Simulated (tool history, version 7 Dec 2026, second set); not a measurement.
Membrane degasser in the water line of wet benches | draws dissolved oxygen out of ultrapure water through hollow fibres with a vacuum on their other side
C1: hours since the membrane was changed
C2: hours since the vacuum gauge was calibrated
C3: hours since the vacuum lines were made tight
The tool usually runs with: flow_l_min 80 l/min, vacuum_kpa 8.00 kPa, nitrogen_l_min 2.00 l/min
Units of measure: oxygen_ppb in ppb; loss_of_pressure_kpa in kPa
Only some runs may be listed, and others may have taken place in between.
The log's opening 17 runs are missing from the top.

{"hour": 1342.5, "done": "seals of the vacuum lines changed"}
{"run": 18, "hour": 1431.8, "flow_l_min": 94, "vacuum_kpa": 17.07, "nitrogen_l_min": 2.16, "C1": 5332, "C2": 2170, "C3": 89, "oxygen_ppb": 1357.8, "loss_of_pressure_kpa": 30.98}
{"run": 19, "hour": 1522.5, "flow_l_min": 88, "vacuum_kpa": 17.07, "nitrogen_l_min": 1.22, "C1": 5422, "C2": 2261, "C3": 180, "oxygen_ppb": 1754.9, "loss_of_pressure_kpa": 29.19}
{"run": 20, "hour": 1621.2, "flow_l_min": 88, "vacuum_kpa": 17.07, "nitrogen_l_min": 1.22, "C1": 5521, "C2": 2359, "C3": 279, "oxygen_ppb": 1753.2, "loss_of_pressure_kpa": 29.21}
{"run": 21, "hour": 1733.9, "flow_l_min": 49, "vacuum_kpa": 12.57, "nitrogen_l_min": 1.22, "C1": 5634, "C2": 2472, "C3": 391, "oxygen_ppb": 840.6, "loss_of_pressure_kpa": 15.95}
{"run": 22, "hour": 1785.5, "flow_l_min": 49, "vacuum_kpa": 6.74, "nitrogen_l_min": 1.22, "C1": 5686, "C2": 2524, "C3": 443, "oxygen_ppb": 412.5, "loss_of_pressure_kpa": 16.08}
{"run": 23, "hour": 1843.8, "flow_l_min": 74, "vacuum_kpa": 16.78, "nitrogen_l_min": 3.6, "C1": 5744, "C2": 2582, "C3": 501, "oxygen_ppb": 822.0, "loss_of_pressure_kpa": 24.33}
{"run": 24, "hour": 1921.6, "flow_l_min": 74, "vacuum_kpa": 16.78, "nitrogen_l_min": 3.6, "C1": 5822, "C2": 2660, "C3": 579, "oxygen_ppb": 840.4, "loss_of_pressure_kpa": 24.32}
{"run": 25, "hour": 2023.3, "flow_l_min": 74, "vacuum_kpa": 16.78, "nitrogen_l_min": 3.6, "C1": 5923, "C2": 2762, "C3": 681, "oxygen_ppb": 822.3, "loss_of_pressure_kpa": 24.23}
{"run": 26, "hour": 2115.9, "flow_l_min": 58, "vacuum_kpa": 11.71, "nitrogen_l_min": 2.0, "C1": 6016, "C2": 2854, "C3": 773, "oxygen_ppb": 679.3, "loss_of_pressure_kpa": 19.12}
{"run": 27, "hour": 2203.2, "flow_l_min": 110, "vacuum_kpa": 8.0, "nitrogen_l_min": 4.09, "C1": 6103, "C2": 2941, "C3": 861, "oxygen_ppb": 723.0, "loss_of_pressure_kpa": 36.45}
{"run": 28, "hour": 2286.7, "flow_l_min": 95, "vacuum_kpa": 13.53, "nitrogen_l_min": 2.0, "C1": 6187, "C2": 3025, "C3": 944, "oxygen_ppb": 1209.0, "loss_of_pressure_kpa": 31.43}
{"run": 29, "hour": 2356.3, "flow_l_min": 69, "vacuum_kpa": 4.81, "nitrogen_l_min": 4.99, "C1": 6256, "C2": 3095, "C3": 1014, "oxygen_ppb": 315.4, "loss_of_pressure_kpa": 22.99}
{"run": 30, "hour": 2421.3, "flow_l_min": 69, "vacuum_kpa": 4.81, "nitrogen_l_min": 4.99, "C1": 6321, "C2": 3160, "C3": 1079, "oxygen_ppb": 309.7, "loss_of_pressure_kpa": 22.84}
{"run": 31, "hour": 2507.9, "flow_l_min": 69, "vacuum_kpa": 4.81, "nitrogen_l_min": 4.99, "C1": 6408, "C2": 3246, "C3": 1165, "oxygen_ppb": 313.3, "loss_of_pressure_kpa": 22.66}
{"run": 32, "hour": 2621.4, "flow_l_min": 69, "vacuum_kpa": 7.9, "nitrogen_l_min": 3.88, "C1": 6521, "C2": 3360, "C3": 1279, "oxygen_ppb": 436.3, "loss_of_pressure_kpa": 22.84}
{"run": 33, "hour": 2693.2, "flow_l_min": 121, "vacuum_kpa": 6.79, "nitrogen_l_min": 3.59, "C1": 6593, "C2": 3432, "C3": 1351, "oxygen_ppb": 779.9, "loss_of_pressure_kpa": 40.19}

Branching from run 33: 3 alternative next runs. What would each branch give?
{"run": "A", "hour": 2782.5, "flow_l_min": 121, "vacuum_kpa": 6.79, "nitrogen_l_min": 4.14, "C1": 6683, "C2": 3521, "C3": 1440, "oxygen_ppb": "?", "loss_of_pressure_kpa": "?"}
{"run": "B", "hour": 2782.5, "flow_l_min": 121, "vacuum_kpa": 6.79, "nitrogen_l_min": 2.72, "C1": 6683, "C2": 3521, "C3": 1440, "oxygen_ppb": "?", "loss_of_pressure_kpa": "?"}
{"run": "C", "hour": 2782.5, "flow_l_min": 101, "vacuum_kpa": 8.0, "nitrogen_l_min": 2.0, "C1": 6683, "C2": 3521, "C3": 1440, "oxygen_ppb": "?", "loss_of_pressure_kpa": "?"}

run=A oxygen_ppb=729.4 loss_of_pressure_kpa=40.48
run=B oxygen_ppb=815.6 loss_of_pressure_kpa=40.25
run=C oxygen_ppb=862.9 loss_of_pressure_kpa=33.70
With the hidden condition removed and each run's random variation left untouched, the same runs would have given:
run=A oxygen_ppb=671.1 loss_of_pressure_kpa=38.91
run=B oxygen_ppb=755.7 loss_of_pressure_kpa=38.67
run=C oxygen_ppb=809.6 loss_of_pressure_kpa=32.39

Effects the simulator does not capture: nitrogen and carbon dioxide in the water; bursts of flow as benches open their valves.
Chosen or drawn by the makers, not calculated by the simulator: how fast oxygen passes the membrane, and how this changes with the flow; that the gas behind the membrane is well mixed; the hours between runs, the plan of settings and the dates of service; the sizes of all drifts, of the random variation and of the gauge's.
